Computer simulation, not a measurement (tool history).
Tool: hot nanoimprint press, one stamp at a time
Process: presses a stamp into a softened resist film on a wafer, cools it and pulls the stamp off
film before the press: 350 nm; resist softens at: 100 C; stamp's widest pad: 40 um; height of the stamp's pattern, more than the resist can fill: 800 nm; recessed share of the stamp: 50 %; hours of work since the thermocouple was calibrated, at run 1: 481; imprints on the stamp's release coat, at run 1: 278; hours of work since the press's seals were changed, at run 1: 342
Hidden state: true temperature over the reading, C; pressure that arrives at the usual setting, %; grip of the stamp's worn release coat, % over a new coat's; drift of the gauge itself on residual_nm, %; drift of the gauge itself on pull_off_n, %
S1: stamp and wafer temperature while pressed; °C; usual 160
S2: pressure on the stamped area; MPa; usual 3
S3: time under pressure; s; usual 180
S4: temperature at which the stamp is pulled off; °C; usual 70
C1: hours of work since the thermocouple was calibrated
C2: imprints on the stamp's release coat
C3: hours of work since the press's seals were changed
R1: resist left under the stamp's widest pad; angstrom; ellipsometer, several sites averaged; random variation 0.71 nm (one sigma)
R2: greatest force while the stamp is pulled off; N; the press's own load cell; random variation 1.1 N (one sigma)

| run | day | S1 | S2 | S3 | S4 | C1 | C2 | C3 | R1 | R2 |
|---|---|---|---|---|---|---|---|---|---|---|
| 1 | 0 | 160 | 3 | 180 | 70 | 481 | 278 | 342 | 1701 | 105 |
| 2 | 0.471 | 160 | 3 | 180 | 70 | 486 | 304 | 347 | 1706 | 106 |
| 3 | 1.308 | 160 | 1.83 | 180 | 70 | 496 | 350 | 357 | 2076 | 105 |
| 4 | 1.75 | 160 | 3 | 180 | 70 | 501 | 374 | 362 | 1699 | 105 |
| 5 | 2.275 | 160 | 3 | 180 | 70 | 507 | 403 | 368 | 1700 | 104 |
| 6 | 2.721 | 160 | 3 | 180 | 70 | 512 | 428 | 373 | 1688 | 105 |
| 7 | 3.192 | 160 | 3 | 180 | 70 | 517 | 453 | 378 | 1709 | 104 |
| 8 | 3.662 | 160 | 3 | 180 | 70 | 523 | 479 | 383 | 1717 | 104 |
| 9 | 4.179 | 160 | 3 | 180 | 70 | 529 | 508 | 389 | 1708 | 105 |
|  | 4.629 | plate thermocouple calibrated |
| 10 | 5.208 | 160 | 3 | 180 | 77 | 7 | 557 | 400 | 1730 | 94 |
| 11 | 5.992 | 160 | 3 | 180 | 66 | 16 | 600 | 409 | 1713 | 112 |
| 12 | 6.521 | 157 | 3 | 180 | 66 | 22 | 629 | 415 | 1901 | 111 |
| 13 | 7.196 | 160 | 3 | 180 | 70 | 29 | 666 | 422 | 1740 | 101 |
| 14 | 7.612 | 160 | 3 | 180 | 70 | 34 | 689 | 427 | 1750 | 104 |
| 15 | 8.375 | 160 | 3 | 180 | 70 | 43 | 731 | 436 | 1748 | 105 |
| 16 | 8.925 | 169 | 3.01 | 98 | 73 | 49 | 761 | 442 | 1649 | 99 |
|  | 9.233 | gauge calibrated |
| 17 | 9.438 | 160 | 4.72 | 180 | 64 | 55 | 789 | 448 | 1373 | 118 |
| 18 | 10.396 | 150 | 2.12 | 307 | 72 | 66 | 842 | 459 | 2240 | 101 |
| 19 | 11.05 | 151 | 3 | 187 | 70 | 73 | 878 | 466 | 2248 | 103 |
| 20 | 11.529 | 150 | 2.41 | 295 | 64 | 79 | 904 | 472 | 2190 | 117 |
| 21 | 12.192 | 150 | 2.41 | 295 | 64 | 86 | 940 | 480 | 2193 | 117 |
| 22 | 12.888 | 159 | 2.23 | 180 | 70 | 94 | 978 | 487 | 2003 | 104 |
| 23 | 13.662 | 171 | 2.17 | 160 | 73 | 103 | 1021 | 496 | 1491 | 99 |
| 24 | 14.079 | 171 | 2.17 | 160 | 69 | 108 | 1044 | 501 | 1480 | 108 |
| 25 | 14.788 | 171 | 2.17 | 160 | 69 | 116 | 1083 | 509 | 1493 | 107 |
| 26 | 15.496 | 171 | 2.17 | 160 | 69 | 124 | 1122 | 517 | 1490 | 108 |
| 27 | 16.142 | 171 | 2.17 | 160 | 69 | 132 | 1157 | 525 | 1491 | 108 |
| 28 | 16.938 | 171 | 2.17 | 160 | 69 | 141 | 1201 | 534 | 1491 | 107 |
| 29 | 17.388 | 153 | 3 | 197 | 59 | 146 | 1226 | 539 | 2115 | 124 |

4 ways to go on from here, each from the tool as it stands after run 29. What would each give?
| A | 18.275 | 160 | 3 | 222 | 70 | 156 | 1274 | 549 | ? | ? |
| B | 18.275 | 171 | 3 | 333 | 70 | 156 | 1274 | 549 | ? | ? |
| C | 18.275 | 153 | 3 | 276 | 59 | 156 | 1274 | 549 | ? | ? |
| D | 18.275 | 160 | 3 | 180 | 77 | 156 | 1274 | 549 | ? | ? |

| run | R1 | R2 |
|---|---|---|
| A | 1627 | 106 |
| B | 951 | 105 |
| C | 1889 | 125 |
| D | 1758 | 92 |
Without the tool's hidden state the same runs would have given:
| run | R1 | R2 |
|---|---|---|
| A | 1583 | 105 |
| B | 925 | 104 |
| C | 1838 | 124 |
| D | 1710 | 91 |
